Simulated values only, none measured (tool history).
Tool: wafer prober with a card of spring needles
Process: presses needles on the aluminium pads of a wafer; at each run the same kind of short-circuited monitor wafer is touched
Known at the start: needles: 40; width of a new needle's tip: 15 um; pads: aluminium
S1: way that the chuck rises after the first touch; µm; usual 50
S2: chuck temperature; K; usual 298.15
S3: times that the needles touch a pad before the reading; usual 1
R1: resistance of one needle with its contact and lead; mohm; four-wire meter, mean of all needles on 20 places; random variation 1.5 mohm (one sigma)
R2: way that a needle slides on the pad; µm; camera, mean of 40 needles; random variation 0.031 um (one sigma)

run   hour  S1      S2  S3   R1     R2
  1      0  50  298.15   1  334  12.23
       3.8  -- tips cleaned on abrasive film
        22  -- tips cleaned on abrasive film
      40.4  -- tips cleaned on abrasive film
  2   44.1  50  298.15   1  261   12.1
      58.8  -- tips cleaned on abrasive film
      73.5  -- tips cleaned on abrasive film
  3   82.4  50  298.15   1  306  12.09
      89.8  -- tips cleaned on abrasive film
      90.1  -- height of the first contact set anew
     108.4  -- tips cleaned on abrasive film
     123.1  -- tips cleaned on abrasive film
  4  124.6  50  298.15   1  200  12.59
     139.4  -- tips cleaned on abrasive film
     157.7  -- tips cleaned on abrasive film
  5  159.5  50  298.15   1  186  12.55
     174.2  -- tips cleaned on abrasive film
       189  -- tips cleaned on abrasive film
  6  196.6  50  298.15   1  289  12.52
       204  -- tips cleaned on abrasive film
     218.8  -- tips cleaned on abrasive film
     237.2  -- tips cleaned on abrasive film
  7  242.8  58  298.15   1  236  14.48
     253.8  -- tips cleaned on abrasive film
     268.6  -- tips cleaned on abrasive film
     283.3  -- tips cleaned on abrasive film
  8  284.6  58  298.15   1  180  14.41
     299.3  -- tips cleaned on abrasive film
     317.7  -- tips cleaned on abrasive film
     332.5  -- tips cleaned on abrasive film
  9  340.3  58  298.15   1  265  14.36
     347.7  -- tips cleaned on abrasive film
       366  -- tips cleaned on abrasive film
     380.7  -- tips cleaned on abrasive film
 10  389.7  54  305.15   2  241   13.2
     397.1  -- tips cleaned on abrasive film
     415.4  -- tips cleaned on abrasive film
     433.8  -- tips cleaned on abrasive film
     448.6  -- tips cleaned on abrasive film
     465.1  -- tips cleaned on abrasive film
 11  465.1  57  367.15   2  163  13.87
     479.8  -- tips cleaned on abrasive film
     487.4  -- height of the first contact set anew
     498.5  -- tips cleaned on abrasive film
     516.9  -- tips cleaned on abrasive film
     531.6  -- tips cleaned on abrasive film
     546.7  -- tips cleaned on abrasive film
 12  546.7  50  313.15   1  158  12.57
     565.1  -- tips cleaned on abrasive film
     579.8  -- tips cleaned on abrasive film
     598.2  -- tips cleaned on abrasive film
     616.6  -- tips cleaned on abrasive film
 13  630.5  67  380.15   2  219  16.78

4 ways to go on from here, each from the tool as it stands after run 13. What would each give?
     634.3  -- tips cleaned on abrasive film
     652.6  -- tips cleaned on abrasive film
     667.4  -- tips cleaned on abrasive film
     685.8  -- tips cleaned on abrasive film
  A  687.2  50  298.15   1   ?   ?
     634.3  -- tips cleaned on abrasive film
     652.6  -- tips cleaned on abrasive film
     667.4  -- tips cleaned on abrasive film
     685.8  -- tips cleaned on abrasive film
  B  687.2  42  314.15   2   ?   ?
     634.3  -- tips cleaned on abrasive film
     652.6  -- tips cleaned on abrasive film
     667.4  -- tips cleaned on abrasive film
     685.8  -- tips cleaned on abrasive film
  C  687.2  46  389.15   2   ?   ?
     634.3  -- tips cleaned on abrasive film
     652.6  -- tips cleaned on abrasive film
     667.4  -- tips cleaned on abrasive film
     685.8  -- tips cleaned on abrasive film
  D  687.2  67  356.15   3   ?   ?

run   R1     R2
  A  207  12.32
  B  205  10.29
  C  199  11.34
  D  163  16.64
Without the tool's hidden state the same runs would have given:
run   R1     R2
  A  137  12.66
  B  144  10.63
  C  153  11.69
  D  147  16.99
